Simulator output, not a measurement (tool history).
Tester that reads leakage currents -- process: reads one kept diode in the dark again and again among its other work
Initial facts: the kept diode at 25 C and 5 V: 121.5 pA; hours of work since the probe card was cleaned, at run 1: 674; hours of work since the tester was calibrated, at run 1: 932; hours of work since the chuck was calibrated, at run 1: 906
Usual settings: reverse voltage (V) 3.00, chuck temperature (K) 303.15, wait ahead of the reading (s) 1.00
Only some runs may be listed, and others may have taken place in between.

run,day,reverse voltage (V),chuck temperature (K),wait ahead of the reading (s),hours of work since the probe card was cleaned,hours of work since the tester was calibrated,hours of work since the chuck was calibrated,current that the tester gives (pA)
1,0.000,3.00,303.15,1.00,674,932,906,128.53
2,0.704,3.00,303.15,1.00,684,943,916,127.75
3,1.838,3.00,303.15,1.00,701,959,933,127.43
4,3.142,3.00,303.15,1.00,720,979,952,127.70
5,3.858,3.04,303.15,1.00,731,989,962,128.29
6,4.412,3.04,303.15,1.00,739,997,970,128.71
7,5.158,3.00,303.15,1.00,750,1008,981,127.58
8,6.158,2.63,303.15,1.00,764,1023,996,116.99
9,6.983,2.63,303.15,1.00,776,1035,1008,117.27
10,7.825,2.63,303.15,1.00,789,1047,1020,116.95
11,8.958,2.63,303.15,1.00,805,1064,1037,117.15
12,9.983,2.63,303.15,1.00,820,1079,1052,116.30
13,10.842,2.63,303.15,1.00,833,1092,1065,117.13
# day 11.317: chuck's temperature calibrated
14,11.938,2.63,303.15,1.00,848,1106,9,133.28
15,12.950,3.00,303.15,1.00,863,1121,24,144.21
16,13.621,3.00,303.15,1.00,873,1131,34,142.81
17,14.896,3.00,303.15,1.00,891,1150,53,143.71
18,15.779,3.00,303.15,1.00,904,1163,66,142.78
19,17.004,1.21,303.15,1.00,922,1181,83,84.45
20,17.708,1.21,303.15,1.00,933,1191,94,84.09
21,18.850,7.38,296.15,2.42,949,1208,111,130.52
22,19.408,7.38,296.15,2.42,958,1216,119,130.23
23,20.117,7.38,301.15,2.42,968,1227,129,203.69
24,20.988,7.38,301.15,2.42,981,1239,142,202.50
25,21.571,1.41,313.15,1.50,989,1248,151,213.33
26,22.812,6.77,304.15,6.38,1008,1266,169,248.47
27,23.696,1.91,299.15,0.34,1021,1279,182,77.22
# day 23.846: tester calibrated
28,24.950,1.91,299.15,0.34,1038,16,199,76.74
29,25.862,1.91,299.15,0.34,1051,30,212,76.38
30,26.454,1.91,299.15,0.34,1060,38,221,76.36
31,27.704,1.03,303.15,6.05,1078,57,239,75.31
# day 28.375: tester calibrated, once more
32,28.996,1.03,303.15,6.05,1096,9,257,75.37
33,29.783,12.59,307.15,3.52,1107,21,269,463.09
34,30.979,3.93,328.15,0.41,1125,38,286,1249.32
35,31.558,3.93,328.15,0.41,1134,47,295,1251.22
36,32.279,3.93,328.15,0.41,1144,57,305,1249.98

What will run 37 give?
37,33.504,3.93,328.15,0.41,1162,75,323,?

{"run 37": {"current that the tester gives (pA)": 1250.24}}
Take away the tool's hidden state, keep the run-to-run variation as it was, and the same run would have given current that the tester gives (pA) 1271.56.
